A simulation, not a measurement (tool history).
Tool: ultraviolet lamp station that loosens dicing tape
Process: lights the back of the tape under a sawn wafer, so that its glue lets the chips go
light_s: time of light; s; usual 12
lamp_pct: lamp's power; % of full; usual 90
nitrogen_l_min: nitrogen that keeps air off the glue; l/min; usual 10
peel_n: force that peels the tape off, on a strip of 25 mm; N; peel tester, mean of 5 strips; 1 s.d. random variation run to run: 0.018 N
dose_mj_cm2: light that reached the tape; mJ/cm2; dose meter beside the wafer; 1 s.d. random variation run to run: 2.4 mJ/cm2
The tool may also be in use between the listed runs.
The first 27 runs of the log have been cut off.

{"run": 28, "hour": 207.4, "light_s": 9, "lamp_pct": 90, "nitrogen_l_min": 3, "peel_n": 3.965, "dose_mj_cm2": 183}
{"run": 29, "hour": 216.7, "light_s": 16, "lamp_pct": 90, "nitrogen_l_min": 4, "peel_n": 1.449, "dose_mj_cm2": 318}
{"run": 30, "hour": 225.9, "light_s": 16, "lamp_pct": 90, "nitrogen_l_min": 4, "peel_n": 1.439, "dose_mj_cm2": 318}
{"run": 31, "hour": 236.3, "light_s": 7, "lamp_pct": 67, "nitrogen_l_min": 10, "peel_n": 4.187, "dose_mj_cm2": 104}
{"run": 32, "hour": 243.9, "light_s": 7, "lamp_pct": 67, "nitrogen_l_min": 10, "peel_n": 4.214, "dose_mj_cm2": 101}
{"run": 33, "hour": 251.3, "light_s": 7, "lamp_pct": 67, "nitrogen_l_min": 10, "peel_n": 4.245, "dose_mj_cm2": 103}
{"run": 34, "hour": 260.3, "light_s": 12, "lamp_pct": 66, "nitrogen_l_min": 10, "peel_n": 2.309, "dose_mj_cm2": 173}
{"run": 35, "hour": 270.1, "light_s": 7, "lamp_pct": 66, "nitrogen_l_min": 10, "peel_n": 4.329, "dose_mj_cm2": 99}
{"run": 36, "hour": 277.0, "light_s": 7, "lamp_pct": 66, "nitrogen_l_min": 10, "peel_n": 4.413, "dose_mj_cm2": 101}
{"run": 37, "hour": 286.2, "light_s": 7, "lamp_pct": 66, "nitrogen_l_min": 10, "peel_n": 4.226, "dose_mj_cm2": 96}
{"run": 38, "hour": 295.7, "light_s": 12, "lamp_pct": 80, "nitrogen_l_min": 10, "peel_n": 1.61, "dose_mj_cm2": 206}
{"run": 39, "hour": 302.8, "light_s": 12, "lamp_pct": 80, "nitrogen_l_min": 10, "peel_n": 1.67, "dose_mj_cm2": 204}
{"run": 40, "hour": 307.4, "light_s": 17, "lamp_pct": 93, "nitrogen_l_min": 10, "peel_n": 0.587, "dose_mj_cm2": 330}
{"run": 41, "hour": 313.8, "light_s": 17, "lamp_pct": 93, "nitrogen_l_min": 10, "peel_n": 0.59, "dose_mj_cm2": 330}

Consider 4 possible next runs. They are alternatives, not a sequence: every one starts from the tool as it was left by run 41. What does each give?
{"run": "A", "hour": 324.4, "light_s": 16, "lamp_pct": 90, "nitrogen_l_min": 15, "peel_n": "?", "dose_mj_cm2": "?"}
{"run": "B", "hour": 324.4, "light_s": 7, "lamp_pct": 71, "nitrogen_l_min": 20, "peel_n": "?", "dose_mj_cm2": "?"}
{"run": "C", "hour": 324.4, "light_s": 16, "lamp_pct": 93, "nitrogen_l_min": 10, "peel_n": "?", "dose_mj_cm2": "?"}
{"run": "D", "hour": 324.4, "light_s": 17, "lamp_pct": 93, "nitrogen_l_min": 4, "peel_n": "?", "dose_mj_cm2": "?"}

run=A peel_n=0.498 dose_mj_cm2=301
run=B peel_n=3.235 dose_mj_cm2=100
run=C peel_n=0.68 dose_mj_cm2=305
run=D peel_n=1.399 dose_mj_cm2=327
What these runs would have given with no unlogged condition in the tool:
run=A peel_n=0.285 dose_mj_cm2=377
run=B peel_n=2.382 dose_mj_cm2=126
run=C peel_n=0.385 dose_mj_cm2=383
run=D peel_n=0.864 dose_mj_cm2=409
